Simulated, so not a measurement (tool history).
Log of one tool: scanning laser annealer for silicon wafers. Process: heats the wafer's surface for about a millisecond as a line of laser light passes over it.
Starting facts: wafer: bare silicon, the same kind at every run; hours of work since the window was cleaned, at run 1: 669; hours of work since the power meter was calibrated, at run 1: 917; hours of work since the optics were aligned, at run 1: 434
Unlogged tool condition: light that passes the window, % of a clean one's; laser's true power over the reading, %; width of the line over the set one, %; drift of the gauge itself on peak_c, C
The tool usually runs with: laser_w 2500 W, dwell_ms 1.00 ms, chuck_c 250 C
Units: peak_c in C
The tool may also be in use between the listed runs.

run     day  laser_w  dwell_ms  chuck_c  hours of work since the window was cleaned  hours of work since the power meter was calibrated  hours of work since the optics were aligned  peak_c
  1   0.000     2500      1.00      250                                         669                                                 917                                          434    1046
      0.246  -- window over the wafer cleaned
  2   1.429     2500      1.00      250                                          15                                                 934                                          451    1045
  3   2.442     2500      1.00      250                                          28                                                 947                                          464    1049
  4   3.983     2500      1.00      250                                          47                                                 967                                          484    1044
  5   4.912     2500      1.00      250                                          59                                                 978                                          496    1051
  6   6.238     2500      1.00      250                                          76                                                 995                                          512    1049
  7   7.021     2500      1.00      250                                          86                                                1005                                          522    1048
  8   8.533     2500      0.97      250                                         105                                                1024                                          542    1036
  9   9.683     2646      1.00      250                                         120                                                1039                                          556    1104
 10  10.588     2646      1.00      250                                         131                                                1050                                          568    1106
 11  12.350     2500      0.76      250                                         154                                                1073                                          590     958
 12  13.900     2500      1.00      220                                         173                                                1093                                          610    1017
 13  15.600     2402      1.00      220                                         195                                                1114                                          631     980
 14  17.133     2367      1.00      250                                         214                                                1134                                          651     998
 15  18.546     2367      1.00      250                                         232                                                1151                                          669     996
 16  19.483     2367      1.00      250                                         244                                                1163                                          681     994
 17  21.046     2500      1.00      258                                         264                                                1183                                          700    1053
 18  22.646     2468      1.00      258                                         284                                                1203                                          721    1045
 19  23.608     2523      1.00      250                                         296                                                1216                                          733    1059
 20  25.242     2523      1.00      250                                         317                                                1236                                          754    1056
 21  26.300     2523      1.00      250                                         330                                                1250                                          767    1054
 22  27.208     2523      1.00      250                                         342                                                1261                                          779    1056
 23  28.642     2164      1.11      278                                         360                                                1280                                          797     979
 24  30.338     2381      1.00      240                                         382                                                1301                                          818     995
 25  31.250     2381      0.72      242                                         393                                                1313                                          830     896
 26  32.871     2444      0.81      235                                         414                                                1333                                          850     946
 27  33.717     2460      1.23      284                                         425                                                1344                                          861    1139
 28  35.338     2460      1.23      284                                         445                                                1364                                          882    1138
 29  37.038     2504      1.23      232                                         467                                                1386                                          903    1106
 30  38.167     2504      1.23      232                                         481                                                1400                                          918    1103
 31  39.612     2500      0.95      250                                         499                                                1419                                          936    1031
 32  40.546     2704      0.77      230                                         511                                                1431                                          948    1012
 33  42.333     2704      0.77      230                                         534                                                1453                                          970    1013
 34  44.133     2704      0.77      230                                         557                                                1476                                          993    1014
 35  45.579     2500      0.78      280                                         575                                                1494                                         1012     997
 36  47.250     2500      0.78      247                                         596                                                1516                                         1033     965

Predict each of these 3 candidate next runs independently; none follows another, all start after run 36:
  A  48.725     2500      0.85      211                                         615                                                1534                                         1051       ?
  B  48.725     2500      1.00      220                                         615                                                1534                                         1051       ?
  C  48.725     2500      1.20      275                                         615                                                1534                                         1051       ?

run  peak_c
  A     951
  B    1016
  C    1136
What these runs would have given with no unlogged condition in the tool:
run  peak_c
  A     953
  B    1017
  C    1137
